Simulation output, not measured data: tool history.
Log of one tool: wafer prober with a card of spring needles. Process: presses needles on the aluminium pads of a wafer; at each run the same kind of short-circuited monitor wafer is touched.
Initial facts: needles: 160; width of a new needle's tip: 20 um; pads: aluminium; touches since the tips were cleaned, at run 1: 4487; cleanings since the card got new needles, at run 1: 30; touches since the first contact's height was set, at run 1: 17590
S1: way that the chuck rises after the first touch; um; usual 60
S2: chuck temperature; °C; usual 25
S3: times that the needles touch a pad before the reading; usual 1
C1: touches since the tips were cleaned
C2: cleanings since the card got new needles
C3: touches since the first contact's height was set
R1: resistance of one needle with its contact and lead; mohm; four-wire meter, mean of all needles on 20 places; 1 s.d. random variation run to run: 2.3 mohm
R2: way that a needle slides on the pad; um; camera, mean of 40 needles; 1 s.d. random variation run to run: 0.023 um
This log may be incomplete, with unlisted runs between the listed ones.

Run 1, hour 0.0: usual settings; C1 4487; C2 30; C3 17590. Result: R1 260 mohm, R2 13.12 um.
At hour 23.5: tips cleaned on abrasive film.
Run 2, hour 39.4: usual settings; C1 2980; C2 31; C3 24939. Result: R1 261 mohm, R2 13.10 um.
At hour 71.8: tips cleaned on abrasive film.
Run 3, hour 88.1: usual settings; C1 3054; C2 32; C3 34038. Result: R1 257 mohm, R2 13.12 um.
At hour 119.7: tips cleaned on abrasive film.
Run 4, hour 134.9: usual settings; C1 2854; C2 33; C3 42783. Result: R1 255 mohm, R2 13.11 um.
At hour 168.1: tips cleaned on abrasive film.
Run 5, hour 192.6: usual settings; C1 4576; C2 34; C3 53552. Result: R1 262 mohm, R2 13.12 um.
At hour 219.7: tips cleaned on abrasive film.
Run 6, hour 250.9: usual settings; C1 5835; C2 35; C3 64438. Result: R1 260 mohm, R2 13.15 um.
At hour 271.8: tips cleaned on abrasive film.
Run 7, hour 296.5: usual settings; C1 4620; C2 36; C3 72953. Result: R1 260 mohm, R2 13.11 um.
At hour 323.5: tips cleaned on abrasive film.
Run 8, hour 347.0: usual settings but S1 61 um; C1 4396; C2 37; C3 82375. Result: R1 258 mohm, R2 13.31 um.
At hour 371.1: tips cleaned on abrasive film.
Run 9, hour 380.3: usual settings but S1 61 um; C1 1726; C2 38; C3 88591. Result: R1 256 mohm, R2 13.34 um.
Run 10, hour 413.3: usual settings but S1 61 um; C1 7899; C2 38; C3 94764. Result: R1 259 mohm, R2 13.37 um.
At hour 419.3: tips cleaned on abrasive film.
At hour 468.3: tips cleaned on abrasive film.
Run 11, hour 471.6: usual settings but S1 61 um; C1 629; C2 40; C3 105647. Result: R1 251 mohm, R2 13.35 um.
At hour 518.6: tips cleaned on abrasive film.
Run 12, hour 533.1: usual settings but S1 61 um; C1 2719; C2 41; C3 117137. Result: R1 258 mohm, R2 13.35 um.
At hour 569.6: tips cleaned on abrasive film.
Run 13, hour 580.1: usual settings but S1 61 um; C1 1963; C2 42; C3 125905. Result: R1 256 mohm, R2 13.33 um.
At hour 618.3: tips cleaned on abrasive film.
Run 14, hour 642.7: usual settings but S1 43 um; C1 4556; C2 43; C3 137592. Result: R1 262 mohm, R2 9.40 um.
At hour 665.9: tips cleaned on abrasive film.
At hour 688.1: height of the first contact set anew.
Run 15, hour 695.0: usual settings; C1 5390; C2 44; C3 1296. Result: R1 258 mohm, R2 13.13 um.
At hour 715.5: tips cleaned on abrasive film.
Run 16, hour 743.9: usual settings; C1 5312; C2 45; C3 10419. Result: R1 260 mohm, R2 13.13 um.
At hour 766.4: tips cleaned on abrasive film.
Run 17, hour 777.0: usual settings; C1 1974; C2 46; C3 16586. Result: R1 258 mohm, R2 13.15 um.
Run 18, hour 807.0: usual settings but S1 56 um, S2 100 °C, S3 2; C1 7598; C2 46; C3 22210. Result: R1 284 mohm, R2 12.23 um.
At hour 814.8: tips cleaned on abrasive film.
Run 19, hour 846.9: usual settings but S1 48 um, S2 56 °C, S3 2; C1 6014; C2 47; C3 29660. Result: R1 270 mohm, R2 10.49 um.
At hour 864.0: tips cleaned on abrasive film.
Run 20, hour 892.2: usual settings but S1 53 um, S2 119 °C; C1 5262; C2 48; C3 38107. Result: R1 288 mohm, R2 11.62 um.
At hour 912.2: tips cleaned on abrasive film.
Run 21, hour 928.1: usual settings but S2 37 °C; C1 2976; C2 49; C3 44819. Result: R1 262 mohm, R2 13.12 um.
At hour 959.2: tips cleaned on abrasive film.
Run 22, hour 993.2: usual settings but S1 77 um, S2 37 °C, S3 2; C1 6359; C2 50; C3 56967. Result: R1 262 mohm, R2 16.90 um.
At hour 1006.7: tips cleaned on abrasive film.
Run 23, hour 1044.1: usual settings but S2 33 °C; C1 7000; C2 51; C3 66475. Result: R1 262 mohm, R2 13.12 um.
At hour 1055.6: tips cleaned on abrasive film.
At hour 1103.0: tips cleaned on abrasive film.
Run 24, hour 1109.4: usual settings but S1 43 um, S2 90 °C, S3 3; C1 1202; C2 53; C3 78652. Result: R1 283 mohm, R2 9.40 um.
At hour 1150.7: tips cleaned on abrasive film.
Run 25, hour 1164.3: usual settings but S1 43 um, S2 35 °C, S3 2; C1 2542; C2 54; C3 88905. Result: R1 265 mohm, R2 9.43 um.
At hour 1199.1: tips cleaned on abrasive film.
Run 26, hour 1216.4: usual settings but S1 55 um, S2 41 °C; C1 3252; C2 55; C3 98646. Result: R1 267 mohm, R2 12.03 um.
At hour 1247.6: tips cleaned on abrasive film.
Run 27, hour 1275.3: usual settings but S1 41 um, S2 103 °C; C1 5182; C2 56; C3 109646. Result: R1 290 mohm, R2 8.97 um.
At hour 1294.8: tips cleaned on abrasive film.
Run 28, hour 1330.3: usual settings but S1 43 um, S2 26 °C; C1 6636; C2 57; C3 119910. Result: R1 260 mohm, R2 9.40 um.
At hour 1342.1: tips cleaned on abrasive film.
Run 29, hour 1376.0: usual settings but S1 43 um, S2 26 °C; C1 6343; C2 58; C3 128447. Result: R1 262 mohm, R2 9.40 um.
At hour 1391.5: tips cleaned on abrasive film.
Run 30, hour 1413.0: usual settings but S1 43 um, S2 26 °C; C1 4031; C2 59; C3 135358. Result: R1 264 mohm, R2 9.40 um.
At hour 1443.6: tips cleaned on abrasive film.
Run 31, hour 1450.2: usual settings but S1 79 um, S2 26 °C; C1 1240; C2 60; C3 142288. Result: R1 257 mohm, R2 17.31 um.

3 options for the next run, each taken on its own from the tool as it stands now. Forecast them:
At hour 1469.5: height of the first contact set anew.
At hour 1491.6: tips cleaned on abrasive film.
Run A, hour 1495.9: usual settings but S1 52 um, S2 55 °C; C1 809; C2 61; C3 4928. Result: R1 ?, R2 ?.
At hour 1469.5: height of the first contact set anew.
At hour 1491.6: tips cleaned on abrasive film.
Run B, hour 1495.9: usual settings but S2 59 °C; C1 809; C2 61; C3 4928. Result: R1 ?, R2 ?.
At hour 1469.5: height of the first contact set anew.
At hour 1491.6: tips cleaned on abrasive film.
Run C, hour 1495.9: usual settings but S1 79 um, S2 57 °C; C1 809; C2 61; C3 4928. Result: R1 ?, R2 ?.

run   R1     R2
  A  267  11.37
  B  268  13.15
  C  268  17.29
The same runs, with their run-to-run variation unchanged, on a tool lacking any hidden condition would have given:
run   R1     R2
  A  267  11.37
  B  268  13.15
  C  268  17.29
